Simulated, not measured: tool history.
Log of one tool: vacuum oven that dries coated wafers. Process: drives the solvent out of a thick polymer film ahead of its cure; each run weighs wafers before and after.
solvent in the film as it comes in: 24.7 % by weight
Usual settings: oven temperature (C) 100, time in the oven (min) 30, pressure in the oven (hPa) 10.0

Run 1, hour 0.0: usual settings. Result: solvent left in the film (%) 3.56.
Run 2, hour 11.0: usual settings. Result: solvent left in the film (%) 3.74.
Run 3, hour 22.6: usual settings. Result: solvent left in the film (%) 3.83.
Run 4, hour 29.6: usual settings but pressure in the oven (hPa) 23.6. Result: solvent left in the film (%) 4.22.
Run 5, hour 35.2: usual settings. Result: solvent left in the film (%) 3.70.
Run 6, hour 44.6: usual settings. Result: solvent left in the film (%) 3.70.
Run 7, hour 56.4: usual settings. Result: solvent left in the film (%) 3.72.
Run 8, hour 62.2: usual settings. Result: solvent left in the film (%) 3.70.
Run 9, hour 71.9: usual settings. Result: solvent left in the film (%) 3.79.
Run 10, hour 78.5: usual settings. Result: solvent left in the film (%) 3.79.
Run 11, hour 87.8: usual settings. Result: solvent left in the film (%) 3.85.
Run 12, hour 95.5: usual settings. Result: solvent left in the film (%) 3.80.
Run 13, hour 100.6: usual settings. Result: solvent left in the film (%) 3.76.
Run 14, hour 110.9: usual settings but time in the oven (min) 40. Result: solvent left in the film (%) 2.26.
Run 15, hour 117.9: usual settings but time in the oven (min) 40. Result: solvent left in the film (%) 2.27.
Run 16, hour 129.7: usual settings but oven temperature (C) 103, time in the oven (min) 40. Result: solvent left in the film (%) 1.49.
Run 17, hour 138.0: usual settings but oven temperature (C) 103, time in the oven (min) 40. Result: solvent left in the film (%) 1.59.
Run 18, hour 145.8: usual settings. Result: solvent left in the film (%) 3.71.
Run 19, hour 152.3: usual settings. Result: solvent left in the film (%) 3.77.
Run 20, hour 162.0: usual settings. Result: solvent left in the film (%) 3.81.
Run 21, hour 173.3: usual settings. Result: solvent left in the film (%) 3.83.
Run 22, hour 180.5: usual settings. Result: solvent left in the film (%) 3.76.
Run 23, hour 191.6: usual settings. Result: solvent left in the film (%) 3.78.
Run 24, hour 196.8: usual settings. Result: solvent left in the film (%) 3.80.
Run 25, hour 205.0: usual settings but oven temperature (C) 86, time in the oven (min) 27, pressure in the oven (hPa) 13.3. Result: solvent left in the film (%) 10.82.
Run 26, hour 216.0: usual settings but oven temperature (C) 86, time in the oven (min) 27, pressure in the oven (hPa) 13.3. Result: solvent left in the film (%) 10.89.
Run 27, hour 225.9: usual settings but oven temperature (C) 86, time in the oven (min) 27, pressure in the oven (hPa) 13.3. Result: solvent left in the film (%) 10.92.
Run 28, hour 236.9: usual settings but oven temperature (C) 93, time in the oven (min) 32, pressure in the oven (hPa) 22.2. Result: solvent left in the film (%) 6.88.
Run 29, hour 245.1: usual settings but oven temperature (C) 93, pressure in the oven (hPa) 23.1. Result: solvent left in the film (%) 7.15.
Run 30, hour 250.9: usual settings but pressure in the oven (hPa) 22.5. Result: solvent left in the film (%) 4.19.
Run 31, hour 256.6: usual settings but pressure in the oven (hPa) 22.5. Result: solvent left in the film (%) 4.24.
Run 32, hour 264.5: usual settings but pressure in the oven (hPa) 22.5. Result: solvent left in the film (%) 4.26.
Run 33, hour 270.0: usual settings but time in the oven (min) 18, pressure in the oven (hPa) 6.5. Result: solvent left in the film (%) 7.00.
Run 34, hour 281.1: usual settings but time in the oven (min) 18, pressure in the oven (hPa) 6.5. Result: solvent left in the film (%) 7.14.
Run 35, hour 291.8: usual settings but oven temperature (C) 86, time in the oven (min) 51, pressure in the oven (hPa) 13.3. Result: solvent left in the film (%) 6.47.
Run 36, hour 300.1: usual settings but oven temperature (C) 86, time in the oven (min) 51, pressure in the oven (hPa) 13.3. Result: solvent left in the film (%) 6.36.
Run 37, hour 306.3: usual settings but time in the oven (min) 20. Result: solvent left in the film (%) 6.39.
Run 38, hour 312.0: usual settings but oven temperature (C) 97, time in the oven (min) 18. Result: solvent left in the film (%) 8.46.
Run 39, hour 321.0: usual settings but oven temperature (C) 91, pressure in the oven (hPa) 9.5. Result: solvent left in the film (%) 7.61.
Run 40, hour 327.4: usual settings but time in the oven (min) 15, pressure in the oven (hPa) 12.9. Result: solvent left in the film (%) 8.57.
Run 41, hour 338.8: usual settings but time in the oven (min) 45, pressure in the oven (hPa) 11.6. Result: solvent left in the film (%) 1.88.
Run 42, hour 345.7: usual settings but oven temperature (C) 97, time in the oven (min) 37, pressure in the oven (hPa) 9.8. Result: solvent left in the film (%) 3.48.
Run 43, hour 351.5: usual settings but oven temperature (C) 105, time in the oven (min) 35, pressure in the oven (hPa) 8.5. Result: solvent left in the film (%) 1.51.
Run 44, hour 362.0: usual settings but oven temperature (C) 94, pressure in the oven (hPa) 8.8. Result: solvent left in the film (%) 6.20.
Run 45, hour 369.7: usual settings but oven temperature (C) 94, pressure in the oven (hPa) 8.8. Result: solvent left in the film (%) 6.06.
Run 46, hour 377.0: usual settings but oven temperature (C) 103, pressure in the oven (hPa) 18.2. Result: solvent left in the film (%) 3.10.

Taken out of this log: 1 entry between the listed runs. Where each belongs, and how the hidden state differs across it:
Between runs 34 and 35: oven's thermocouples calibrated (hour 287.3)
  true wafer temperature over the reading, C: -0.05 -> -0.01
